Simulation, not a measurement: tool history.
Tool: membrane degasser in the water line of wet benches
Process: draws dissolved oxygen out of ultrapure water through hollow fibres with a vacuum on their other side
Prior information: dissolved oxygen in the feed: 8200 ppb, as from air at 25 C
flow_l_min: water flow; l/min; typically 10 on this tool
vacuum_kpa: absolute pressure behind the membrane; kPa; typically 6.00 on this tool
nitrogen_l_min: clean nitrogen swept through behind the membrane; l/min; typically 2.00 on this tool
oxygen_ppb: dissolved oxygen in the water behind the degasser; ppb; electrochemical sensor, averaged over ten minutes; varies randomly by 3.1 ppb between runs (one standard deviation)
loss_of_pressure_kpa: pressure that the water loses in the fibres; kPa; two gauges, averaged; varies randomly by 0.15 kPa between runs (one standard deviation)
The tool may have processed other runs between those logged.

run 1 hour=0.0 | flow_l_min=10 vacuum_kpa=6.00 nitrogen_l_min=2.00 | oxygen_ppb=304.9 loss_of_pressure_kpa=30.84
-- hour=154.8 seals of the vacuum lines changed
run 2 hour=185.5 | flow_l_min=10 vacuum_kpa=6.00 nitrogen_l_min=2.00 | oxygen_ppb=310.6 loss_of_pressure_kpa=30.94
run 3 hour=308.2 | flow_l_min=10 vacuum_kpa=6.01 nitrogen_l_min=2.00 | oxygen_ppb=312.4 loss_of_pressure_kpa=30.79
run 4 hour=398.2 | flow_l_min=10 vacuum_kpa=6.01 nitrogen_l_min=2.00 | oxygen_ppb=309.5 loss_of_pressure_kpa=30.68
run 5 hour=497.6 | flow_l_min=10 vacuum_kpa=6.01 nitrogen_l_min=2.00 | oxygen_ppb=310.2 loss_of_pressure_kpa=30.62
run 6 hour=648.9 | flow_l_min=10 vacuum_kpa=10.82 nitrogen_l_min=2.00 | oxygen_ppb=368.9 loss_of_pressure_kpa=30.54
run 7 hour=846.4 | flow_l_min=10 vacuum_kpa=6.00 nitrogen_l_min=3.05 | oxygen_ppb=302.8 loss_of_pressure_kpa=30.52
run 8 hour=969.4 | flow_l_min=10 vacuum_kpa=6.00 nitrogen_l_min=3.05 | oxygen_ppb=297.4 loss_of_pressure_kpa=30.38
run 9 hour=1127.6 | flow_l_min=10 vacuum_kpa=6.00 nitrogen_l_min=3.05 | oxygen_ppb=300.0 loss_of_pressure_kpa=30.44
run 10 hour=1227.6 | flow_l_min=10 vacuum_kpa=6.00 nitrogen_l_min=1.41 | oxygen_ppb=328.0 loss_of_pressure_kpa=30.46
run 11 hour=1379.8 | flow_l_min=10 vacuum_kpa=6.00 nitrogen_l_min=1.41 | oxygen_ppb=324.3 loss_of_pressure_kpa=30.29
run 12 hour=1545.3 | flow_l_min=10 vacuum_kpa=6.00 nitrogen_l_min=1.41 | oxygen_ppb=322.5 loss_of_pressure_kpa=30.27
run 13 hour=1750.5 | flow_l_min=10 vacuum_kpa=6.00 nitrogen_l_min=1.41 | oxygen_ppb=333.1 loss_of_pressure_kpa=30.41
run 14 hour=1927.4 | flow_l_min=8 vacuum_kpa=10.45 nitrogen_l_min=1.11 | oxygen_ppb=273.0 loss_of_pressure_kpa=24.24
run 15 hour=2041.5 | flow_l_min=8 vacuum_kpa=10.45 nitrogen_l_min=1.11 | oxygen_ppb=279.6 loss_of_pressure_kpa=24.31
run 16 hour=2203.5 | flow_l_min=12 vacuum_kpa=14.21 nitrogen_l_min=3.17 | oxygen_ppb=512.6 loss_of_pressure_kpa=36.32
run 17 hour=2371.8 | flow_l_min=10 vacuum_kpa=10.01 nitrogen_l_min=2.42 | oxygen_ppb=346.0 loss_of_pressure_kpa=30.36
run 18 hour=2560.5 | flow_l_min=10 vacuum_kpa=10.01 nitrogen_l_min=2.42 | oxygen_ppb=343.3 loss_of_pressure_kpa=29.97
run 19 hour=2718.4 | flow_l_min=10 vacuum_kpa=6.00 nitrogen_l_min=2.00 | oxygen_ppb=311.6 loss_of_pressure_kpa=30.12
run 20 hour=2886.2 | flow_l_min=11 vacuum_kpa=4.32 nitrogen_l_min=4.98 | oxygen_ppb=360.1 loss_of_pressure_kpa=33.10
run 21 hour=3085.4 | flow_l_min=11 vacuum_kpa=4.32 nitrogen_l_min=4.98 | oxygen_ppb=352.3 loss_of_pressure_kpa=32.79
run 22 hour=3201.8 | flow_l_min=11 vacuum_kpa=4.32 nitrogen_l_min=4.98 | oxygen_ppb=353.7 loss_of_pressure_kpa=33.04

4 ways to go on from here, each from the tool as it stands after run 22. What would each give?
-- hour=3316.8 gauge calibrated
run A hour=3405.6 | flow_l_min=10 vacuum_kpa=6.05 nitrogen_l_min=2.00 | oxygen_ppb=? loss_of_pressure_kpa=?
-- hour=3316.8 gauge calibrated
run B hour=3405.6 | flow_l_min=8 vacuum_kpa=4.41 nitrogen_l_min=2.67 | oxygen_ppb=? loss_of_pressure_kpa=?
-- hour=3316.8 gauge calibrated
run C hour=3405.6 | flow_l_min=11 vacuum_kpa=5.33 nitrogen_l_min=0.88 | oxygen_ppb=? loss_of_pressure_kpa=?
-- hour=3316.8 gauge calibrated
run D hour=3405.6 | flow_l_min=10 vacuum_kpa=6.00 nitrogen_l_min=1.54 | oxygen_ppb=? loss_of_pressure_kpa=?

run=A oxygen_ppb=304.6 loss_of_pressure_kpa=30.33
run=B oxygen_ppb=164.8 loss_of_pressure_kpa=24.55
run=C oxygen_ppb=408.6 loss_of_pressure_kpa=33.79
run=D oxygen_ppb=324.5 loss_of_pressure_kpa=30.83
What these runs would have given with no unlogged condition in the tool:
run=A oxygen_ppb=303.6 loss_of_pressure_kpa=30.32
run=B oxygen_ppb=164.1 loss_of_pressure_kpa=24.54
run=C oxygen_ppb=407.3 loss_of_pressure_kpa=33.78
run=D oxygen_ppb=323.4 loss_of_pressure_kpa=30.82

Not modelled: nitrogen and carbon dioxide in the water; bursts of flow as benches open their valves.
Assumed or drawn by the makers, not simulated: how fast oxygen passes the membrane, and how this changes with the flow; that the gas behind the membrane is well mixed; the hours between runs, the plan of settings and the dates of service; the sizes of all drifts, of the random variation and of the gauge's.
